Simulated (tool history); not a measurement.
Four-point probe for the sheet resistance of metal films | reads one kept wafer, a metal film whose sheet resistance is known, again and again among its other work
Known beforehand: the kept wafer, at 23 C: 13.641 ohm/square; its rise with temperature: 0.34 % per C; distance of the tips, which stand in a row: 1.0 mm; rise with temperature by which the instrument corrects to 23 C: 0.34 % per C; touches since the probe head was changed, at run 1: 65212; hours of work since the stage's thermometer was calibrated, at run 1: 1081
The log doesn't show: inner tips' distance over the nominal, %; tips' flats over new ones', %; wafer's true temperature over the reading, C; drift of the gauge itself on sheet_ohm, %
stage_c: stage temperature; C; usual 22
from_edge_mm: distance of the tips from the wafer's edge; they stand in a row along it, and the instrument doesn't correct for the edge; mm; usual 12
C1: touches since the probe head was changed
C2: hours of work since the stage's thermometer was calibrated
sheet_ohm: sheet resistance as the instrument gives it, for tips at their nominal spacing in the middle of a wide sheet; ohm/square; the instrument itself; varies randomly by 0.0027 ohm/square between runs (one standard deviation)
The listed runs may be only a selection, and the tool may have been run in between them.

{"run": 1, "hour": 0.0, "stage_c": 22, "from_edge_mm": 12, "C1": 65212, "C2": 1081, "sheet_ohm": 13.751868}
{"run": 2, "hour": 63.0, "stage_c": 22, "from_edge_mm": 12, "C1": 67528, "C2": 1107, "sheet_ohm": 13.753632}
{"run": 3, "hour": 120.0, "stage_c": 19, "from_edge_mm": 12, "C1": 69629, "C2": 1131, "sheet_ohm": 13.760701}
{"run": 4, "hour": 187.8, "stage_c": 19, "from_edge_mm": 12, "C1": 72120, "C2": 1160, "sheet_ohm": 13.756029}
{"run": 5, "hour": 271.8, "stage_c": 19, "from_edge_mm": 12, "C1": 75210, "C2": 1195, "sheet_ohm": 13.757651}
{"run": 6, "hour": 334.1, "stage_c": 22, "from_edge_mm": 9, "C1": 77506, "C2": 1221, "sheet_ohm": 13.799624}
{"run": 7, "hour": 413.9, "stage_c": 22, "from_edge_mm": 18, "C1": 80439, "C2": 1254, "sheet_ohm": 13.736656}
{"run": 8, "hour": 476.0, "stage_c": 21, "from_edge_mm": 50, "C1": 82726, "C2": 1280, "sheet_ohm": 13.71423}
{"run": 9, "hour": 538.1, "stage_c": 21, "from_edge_mm": 50, "C1": 85010, "C2": 1306, "sheet_ohm": 13.717992}
{"run": 10, "hour": 579.4, "stage_c": 26, "from_edge_mm": 15, "C1": 86530, "C2": 1323, "sheet_ohm": 13.744219}
{"run": 11, "hour": 645.3, "stage_c": 26, "from_edge_mm": 15, "C1": 88956, "C2": 1351, "sheet_ohm": 13.750224}
{"run": 12, "hour": 715.4, "stage_c": 34, "from_edge_mm": 36, "C1": 91535, "C2": 1380, "sheet_ohm": 13.718912}
{"run": 13, "hour": 764.6, "stage_c": 34, "from_edge_mm": 49, "C1": 93342, "C2": 1401, "sheet_ohm": 13.71738}

Forecast each of these 5 alternatives for the next run:
{"run": "A", "hour": 836.9, "stage_c": 28, "from_edge_mm": 49, "C1": 96003, "C2": 1431, "sheet_ohm": "?"}
{"run": "B", "hour": 836.9, "stage_c": 22, "from_edge_mm": 34, "C1": 96003, "C2": 1431, "sheet_ohm": "?"}
{"run": "C", "hour": 836.9, "stage_c": 25, "from_edge_mm": 49, "C1": 96003, "C2": 1431, "sheet_ohm": "?"}
{"run": "D", "hour": 836.9, "stage_c": 22, "from_edge_mm": 11, "C1": 96003, "C2": 1431, "sheet_ohm": "?"}
{"run": "E", "hour": 836.9, "stage_c": 26, "from_edge_mm": 20, "C1": 96003, "C2": 1431, "sheet_ohm": "?"}

run=A sheet_ohm=13.724208
run=B sheet_ohm=13.726373
run=C sheet_ohm=13.720497
run=D sheet_ohm=13.782204
run=E sheet_ohm=13.739144
What these runs would have given with no unlogged condition in the tool:
run=A sheet_ohm=13.644625
run=B sheet_ohm=13.647271
run=C sheet_ohm=13.641179
run=D sheet_ohm=13.702813
run=E sheet_ohm=13.659645
